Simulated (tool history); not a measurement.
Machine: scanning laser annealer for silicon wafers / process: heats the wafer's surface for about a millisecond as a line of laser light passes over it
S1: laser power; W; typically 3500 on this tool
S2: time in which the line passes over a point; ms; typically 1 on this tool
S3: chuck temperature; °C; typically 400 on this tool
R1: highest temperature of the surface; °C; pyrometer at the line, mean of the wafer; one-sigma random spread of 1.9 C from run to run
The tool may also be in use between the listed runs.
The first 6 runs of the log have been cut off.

run 7 hour=227.3 | S1=3725 S2=1 S3=400 | R1=1214
run 8 hour=284.3 | S1=3725 S2=1 S3=400 | R1=1213
run 9 hour=312.9 | S1=3725 S2=1 S3=400 | R1=1211
run 10 hour=353.3 | S1=3725 S2=1 S3=400 | R1=1210
run 11 hour=388.5 | S1=3128 S2=1 S3=400 | R1=1076
run 12 hour=445.8 | S1=3500 S2=1 S3=400 | R1=1157
run 13 hour=476.3 | S1=3500 S2=1 S3=400 | R1=1156
run 14 hour=541.5 | S1=3500 S2=1 S3=400 | R1=1153
run 15 hour=584.6 | S1=3500 S2=1.24 S3=400 | R1=1231
run 16 hour=637.7 | S1=3500 S2=1.24 S3=397 | R1=1220
run 17 hour=675.9 | S1=3500 S2=1.24 S3=397 | R1=1224
run 18 hour=732.4 | S1=3500 S2=0.85 S3=400 | R1=1090
run 19 hour=762.6 | S1=3392 S2=0.85 S3=400 | R1=1068
-- hour=800.9 optics aligned, line set to its width
run 20 hour=812 | S1=3392 S2=0.85 S3=400 | R1=1075
run 21 hour=876.3 | S1=3500 S2=1 S3=400 | R1=1153
run 22 hour=927.2 | S1=3497 S2=1.11 S3=385 | R1=1172
-- hour=946.9 window over the wafer cleaned
run 23 hour=977.4 | S1=3497 S2=1.25 S3=401 | R1=1266
run 24 hour=1018 | S1=3497 S2=1.21 S3=401 | R1=1252
run 25 hour=1050.6 | S1=3718 S2=0.74 S3=427 | R1=1147
run 26 hour=1117.6 | S1=3718 S2=0.74 S3=427 | R1=1145
run 27 hour=1150.6 | S1=3718 S2=0.74 S3=427 | R1=1144
run 28 hour=1204.6 | S1=3718 S2=0.74 S3=427 | R1=1140
run 29 hour=1254.2 | S1=3809 S2=0.74 S3=407 | R1=1137
run 30 hour=1315.7 | S1=3412 S2=1.11 S3=434 | R1=1220

What does the tool deliver on the next run?
run 31 hour=1349.2 | S1=3412 S2=1.11 S3=434 | R1=?

R1: 1224 °C
With no hidden state in the tool, this same run would have given R1 1242 °C.

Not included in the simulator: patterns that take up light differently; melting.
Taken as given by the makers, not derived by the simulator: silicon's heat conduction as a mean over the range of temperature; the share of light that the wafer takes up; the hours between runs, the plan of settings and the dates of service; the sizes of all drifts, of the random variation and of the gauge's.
